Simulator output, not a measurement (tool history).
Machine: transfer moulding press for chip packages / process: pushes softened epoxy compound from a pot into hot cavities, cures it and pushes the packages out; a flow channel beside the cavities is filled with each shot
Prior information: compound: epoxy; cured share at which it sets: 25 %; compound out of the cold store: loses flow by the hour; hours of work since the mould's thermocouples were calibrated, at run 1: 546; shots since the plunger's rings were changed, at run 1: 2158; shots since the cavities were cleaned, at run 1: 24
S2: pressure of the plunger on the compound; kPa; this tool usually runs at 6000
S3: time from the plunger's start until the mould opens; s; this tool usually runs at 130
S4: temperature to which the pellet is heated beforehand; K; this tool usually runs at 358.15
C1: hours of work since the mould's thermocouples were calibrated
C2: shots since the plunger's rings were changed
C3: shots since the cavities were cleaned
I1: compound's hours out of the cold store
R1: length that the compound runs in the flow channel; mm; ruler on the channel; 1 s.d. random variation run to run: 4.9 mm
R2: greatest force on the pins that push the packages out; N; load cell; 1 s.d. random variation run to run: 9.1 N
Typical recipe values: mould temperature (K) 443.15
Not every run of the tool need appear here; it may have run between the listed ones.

run 1 hour=0.0 | mould_temperature_(K)=443.15 S2=6000 S3=130 S4=358.15 | C1=546 C2=2158 C3=24 | I1=31.7 | R1=700 R2=407
run 2 hour=20.6 | mould_temperature_(K)=436.15 S2=6000 S3=130 S4=358.15 | C1=556 C2=2312 C3=178 | I1=39.1 | R1=672 R2=604
run 3 hour=49.3 | mould_temperature_(K)=436.15 S2=6000 S3=130 S4=358.15 | C1=570 C2=2528 C3=394 | I1=27.5 | R1=725 R2=697
run 4 hour=61.5 | mould_temperature_(K)=436.15 S2=6000 S3=130 S4=358.15 | C1=576 C2=2619 C3=485 | I1=30.7 | R1=714 R2=701
run 5 hour=78.0 | mould_temperature_(K)=436.15 S2=6000 S3=130 S4=358.15 | C1=584 C2=2743 C3=609 | I1=28.6 | R1=732 R2=746
run 6 hour=104.4 | mould_temperature_(K)=436.15 S2=6000 S3=130 S4=358.15 | C1=597 C2=2940 C3=806 | I1=19.7 | R1=771 R2=788
-- hour=117.7 cavities cleaned with cleaning compound and waxed
run 7 hour=131.8 | mould_temperature_(K)=436.15 S2=6000 S3=130 S4=358.15 | C1=610 C2=3135 C3=106 | I1=39.5 | R1=659 R2=587
run 8 hour=159.6 | mould_temperature_(K)=436.15 S2=6000 S3=117 S4=358.15 | C1=624 C2=3343 C3=314 | I1=20.7 | R1=763 R2=836
run 9 hour=188.2 | mould_temperature_(K)=436.15 S2=6000 S3=117 S4=358.15 | C1=638 C2=3557 C3=528 | I1=46.1 | R1=628 R2=812
run 10 hour=203.2 | mould_temperature_(K)=436.15 S2=6000 S3=117 S4=358.15 | C1=645 C2=3670 C3=641 | I1=41.2 | R1=654 R2=837
run 11 hour=229.9 | mould_temperature_(K)=436.15 S2=6000 S3=117 S4=358.15 | C1=658 C2=3870 C3=841 | I1=21.1 | R1=755 R2=981
-- hour=238.6 cavities cleaned with cleaning compound and waxed
run 12 hour=259.4 | mould_temperature_(K)=436.15 S2=6000 S3=117 S4=358.15 | C1=672 C2=4080 C3=156 | I1=34.8 | R1=681 R2=736
run 13 hour=273.7 | mould_temperature_(K)=441.15 S2=6000 S3=117 S4=358.15 | C1=679 C2=4187 C3=263 | I1=27.4 | R1=711 R2=595
run 14 hour=289.4 | mould_temperature_(K)=443.15 S2=6000 S3=130 S4=358.15 | C1=687 C2=4304 C3=380 | I1=16.7 | R1=764 R2=515
run 15 hour=315.9 | mould_temperature_(K)=443.15 S2=6000 S3=130 S4=358.15 | C1=700 C2=4503 C3=579 | I1=28.8 | R1=689 R2=533
run 16 hour=332.2 | mould_temperature_(K)=447.15 S2=6000 S3=112 S4=357.15 | C1=708 C2=4625 C3=701 | I1=46.5 | R1=600 R2=564
run 17 hour=344.4 | mould_temperature_(K)=447.15 S2=6000 S3=129 S4=355.15 | C1=714 C2=4717 C3=793 | I1=35.3 | R1=659 R2=545
-- hour=358.5 plunger's sealing rings changed
-- hour=362.6 cavities cleaned with cleaning compound and waxed
run 18 hour=369.2 | mould_temperature_(K)=442.15 S2=6000 S3=126 S4=361.15 | C1=724 C2=69 C3=50 | I1=16.4 | R1=811 R2=458
run 19 hour=385.5 | mould_temperature_(K)=442.15 S2=6000 S3=126 S4=361.15 | C1=732 C2=191 C3=172 | I1=20.3 | R1=782 R2=493
run 20 hour=400.0 | mould_temperature_(K)=443.15 S2=4690 S3=130 S4=366.15 | C1=740 C2=300 C3=281 | I1=22.6 | R1=682 R2=477

Expected results for the next run?
run 21 hour=420.8 | mould_temperature_(K)=443.15 S2=4870 S3=146 S4=367.15 | C1=750 C2=455 C3=436 | I1=26.4 | R1=? R2=?

{"run 21": {"R1": 676, "R2": 505}}
The same run, on a tool lacking any hidden state, would have yielded R1 682 mm, R2 396 N.
